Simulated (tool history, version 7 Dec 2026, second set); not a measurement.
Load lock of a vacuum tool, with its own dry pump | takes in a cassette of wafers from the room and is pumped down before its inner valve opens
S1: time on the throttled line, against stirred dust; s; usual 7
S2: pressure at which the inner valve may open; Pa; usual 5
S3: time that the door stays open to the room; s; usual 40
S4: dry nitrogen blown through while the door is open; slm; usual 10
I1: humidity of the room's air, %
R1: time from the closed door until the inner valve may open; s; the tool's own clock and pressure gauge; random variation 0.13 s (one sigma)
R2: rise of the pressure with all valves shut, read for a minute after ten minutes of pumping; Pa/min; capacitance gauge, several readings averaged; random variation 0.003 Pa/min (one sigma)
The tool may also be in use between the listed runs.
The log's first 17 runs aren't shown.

run      day  S1  S2   S3  S4    I1    R1     R2
 18   61.950   7   5   40  40  43.5  19.0  0.124
 19   67.858   7   5   40  40  45.1  19.3  0.129
 20   70.717   5   5   75  10  46.9  17.7  0.152
 21   75.558  11   4   40  10  44.5  22.8  0.143
 22   79.829   5   6  183  10  44.2  17.5  0.162
 23   84.333   5   6  183  10  46.5  17.5  0.172
 24   89.571  13   5   44   6  46.4  24.3  0.159
 25   95.417   7   4   48  10  46.1  19.8  0.157
 26  100.721   7   4   48  14  45.5  19.9  0.155
 27  106.138  11   7  112  12  43.9  21.8  0.171
 28  109.238   7   6   63   9  41.7  19.3  0.170
 29  114.996   7   5   97  10  45.0  19.5  0.179
 30  120.475   7   5   97  10  44.7  19.6  0.186
 31  123.333   7   5   97  10  47.8  19.8  0.190
 32  126.500   7   5   97  10  47.0  19.5  0.185
 33  130.612   7   5   94  21  44.4  19.3  0.184
 34  134.108   7   5   94   5  44.5  19.9  0.205
 35  136.975   7   5   94  10  46.4  19.6  0.195
 36  142.825   5   8  149  28  47.1  17.4  0.195
 37  146.046   7   5   36   5  47.5  19.4  0.196

Forecast each of these 4 alternatives for the next run:
  A  148.900   7   9   36   5  46.0   ?   ?
  B  148.900   9   9   65   5  46.5   ?   ?
  C  148.900  12   6   36  38  47.4   ?   ?
  D  148.900   7   5  130  10  47.6   ?   ?

run    R1     R2
  A  18.9  0.201
  B  20.3  0.207
  C  23.2  0.177
  D  19.7  0.212
Without the tool's hidden state the same runs would have given:
run    R1     R2
  A  18.1  0.035
  B  19.5  0.041
  C  22.4  0.013
  D  18.8  0.043

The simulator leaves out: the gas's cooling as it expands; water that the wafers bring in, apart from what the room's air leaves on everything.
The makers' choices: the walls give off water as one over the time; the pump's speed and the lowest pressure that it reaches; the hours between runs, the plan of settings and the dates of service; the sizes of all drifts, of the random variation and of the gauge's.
